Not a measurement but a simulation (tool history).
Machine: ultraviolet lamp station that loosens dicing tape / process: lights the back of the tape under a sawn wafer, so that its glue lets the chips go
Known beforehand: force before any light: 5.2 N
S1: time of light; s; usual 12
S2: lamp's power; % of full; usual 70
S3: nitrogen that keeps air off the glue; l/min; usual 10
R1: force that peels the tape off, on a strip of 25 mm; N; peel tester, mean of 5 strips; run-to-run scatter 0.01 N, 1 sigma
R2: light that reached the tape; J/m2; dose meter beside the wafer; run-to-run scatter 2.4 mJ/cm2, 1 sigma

{"run": 1, "day": 0.0, "S1": 12, "S2": 70, "S3": 10, "R1": 0.551, "R2": 2350}
{"run": 2, "day": 0.988, "S1": 12, "S2": 70, "S3": 10, "R1": 0.537, "R2": 2320}
{"run": 3, "day": 2.067, "S1": 12, "S2": 70, "S3": 10, "R1": 0.571, "R2": 2340}
{"run": 4, "day": 3.017, "S1": 12, "S2": 70, "S3": 10, "R1": 0.605, "R2": 2300}
{"run": 5, "day": 4.288, "S1": 12, "S2": 70, "S3": 10, "R1": 0.613, "R2": 2220}
{"run": 6, "day": 5.512, "S1": 12, "S2": 63, "S3": 10, "R1": 0.743, "R2": 1960}
{"run": 7, "day": 6.229, "S1": 12, "S2": 63, "S3": 4, "R1": 1.343, "R2": 1970}
{"run": 8, "day": 7.529, "S1": 12, "S2": 63, "S3": 4, "R1": 1.339, "R2": 1980}
{"run": 9, "day": 8.992, "S1": 12, "S2": 70, "S3": 8, "R1": 0.727, "R2": 2170}
{"run": 10, "day": 10.179, "S1": 12, "S2": 70, "S3": 8, "R1": 0.743, "R2": 2120}
{"run": 11, "day": 11.833, "S1": 12, "S2": 70, "S3": 8, "R1": 0.808, "R2": 2120}
{"run": 12, "day": 12.504, "S1": 12, "S2": 70, "S3": 10, "R1": 0.661, "R2": 2080}
{"run": 13, "day": 13.896, "S1": 12, "S2": 95, "S3": 10, "R1": 0.375, "R2": 2850}
{"run": 14, "day": 14.638, "S1": 12, "S2": 70, "S3": 10, "R1": 0.717, "R2": 2020}
{"day": 15.492, "done": "window cleaned of glue's vapour"}
{"run": 15, "day": 15.696, "S1": 12, "S2": 63, "S3": 10, "R1": 0.936, "R2": 1740}
{"run": 16, "day": 17.304, "S1": 12, "S2": 70, "S3": 10, "R1": 0.798, "R2": 1830}
{"run": 17, "day": 18.388, "S1": 12, "S2": 70, "S3": 10, "R1": 0.81, "R2": 1890}
{"run": 18, "day": 19.692, "S1": 12, "S2": 70, "S3": 10, "R1": 0.865, "R2": 1840}
{"day": 20.15, "done": "window cleaned of glue's vapour, once more"}
{"run": 19, "day": 20.946, "S1": 12, "S2": 70, "S3": 5, "R1": 1.04, "R2": 2190}
{"run": 20, "day": 21.9, "S1": 12, "S2": 70, "S3": 5, "R1": 0.989, "R2": 2170}
{"run": 21, "day": 22.592, "S1": 12, "S2": 70, "S3": 5, "R1": 1.057, "R2": 2160}
{"run": 22, "day": 24.154, "S1": 12, "S2": 70, "S3": 8, "R1": 0.773, "R2": 2120}
{"run": 23, "day": 24.983, "S1": 12, "S2": 69, "S3": 12, "R1": 0.608, "R2": 2090}
{"run": 24, "day": 26.508, "S1": 14, "S2": 87, "S3": 17, "R1": 0.21, "R2": 2960}
{"run": 25, "day": 27.879, "S1": 12, "S2": 70, "S3": 10, "R1": 0.721, "R2": 2030}
{"run": 26, "day": 28.654, "S1": 12, "S2": 70, "S3": 10, "R1": 0.69, "R2": 1980}
{"run": 27, "day": 29.754, "S1": 12, "S2": 70, "S3": 13, "R1": 0.596, "R2": 1980}
{"run": 28, "day": 31.196, "S1": 6, "S2": 82, "S3": 10, "R1": 1.666, "R2": 1190}
{"run": 29, "day": 31.883, "S1": 6, "S2": 70, "S3": 6, "R1": 2.364, "R2": 940}
{"run": 30, "day": 32.942, "S1": 9, "S2": 85, "S3": 11, "R1": 0.863, "R2": 1770}
{"run": 31, "day": 34.529, "S1": 12, "S2": 87, "S3": 6, "R1": 0.798, "R2": 2350}
{"run": 32, "day": 35.471, "S1": 12, "S2": 70, "S3": 8, "R1": 0.924, "R2": 1880}
{"run": 33, "day": 36.95, "S1": 12, "S2": 70, "S3": 8, "R1": 0.969, "R2": 1850}
{"run": 34, "day": 38.471, "S1": 8, "S2": 78, "S3": 10, "R1": 1.305, "R2": 1370}
{"run": 35, "day": 39.279, "S1": 18, "S2": 71, "S3": 14, "R1": 0.297, "R2": 2730}
{"run": 36, "day": 40.588, "S1": 14, "S2": 86, "S3": 4, "R1": 0.952, "R2": 2520}
{"run": 37, "day": 42.171, "S1": 12, "S2": 68, "S3": 5, "R1": 1.438, "R2": 1740}
{"run": 38, "day": 43.571, "S1": 7, "S2": 78, "S3": 17, "R1": 1.362, "R2": 1110}
{"run": 39, "day": 44.829, "S1": 23, "S2": 75, "S3": 17, "R1": 0.163, "R2": 3430}
{"run": 40, "day": 46.25, "S1": 10, "S2": 64, "S3": 10, "R1": 1.467, "R2": 1290}
{"run": 41, "day": 46.942, "S1": 10, "S2": 64, "S3": 10, "R1": 1.471, "R2": 1260}
{"run": 42, "day": 47.712, "S1": 14, "S2": 72, "S3": 10, "R1": 0.753, "R2": 1930}
{"run": 43, "day": 48.925, "S1": 14, "S2": 72, "S3": 5, "R1": 1.199, "R2": 1920}

Alternative continuations, all from the tool just after run 43; predict every row:
{"run": "A", "day": 50.525, "S1": 9, "S2": 70, "S3": 10, "R1": "?", "R2": "?"}
{"run": "B", "day": 50.525, "S1": 8, "S2": 85, "S3": 12, "R1": "?", "R2": "?"}
{"run": "C", "day": 50.525, "S1": 18, "S2": 72, "S3": 3, "R1": "?", "R2": "?"}

run=A R1=1.588 R2=1190
run=B R1=1.292 R2=1290
run=C R1=1.160 R2=2420
The same runs, with their run-to-run variation unchanged, on a tool lacking any hidden condition would have given:
run=A R1=0.788 R2=1930
run=B R1=0.589 R2=2090
run=C R1=0.508 R2=3940
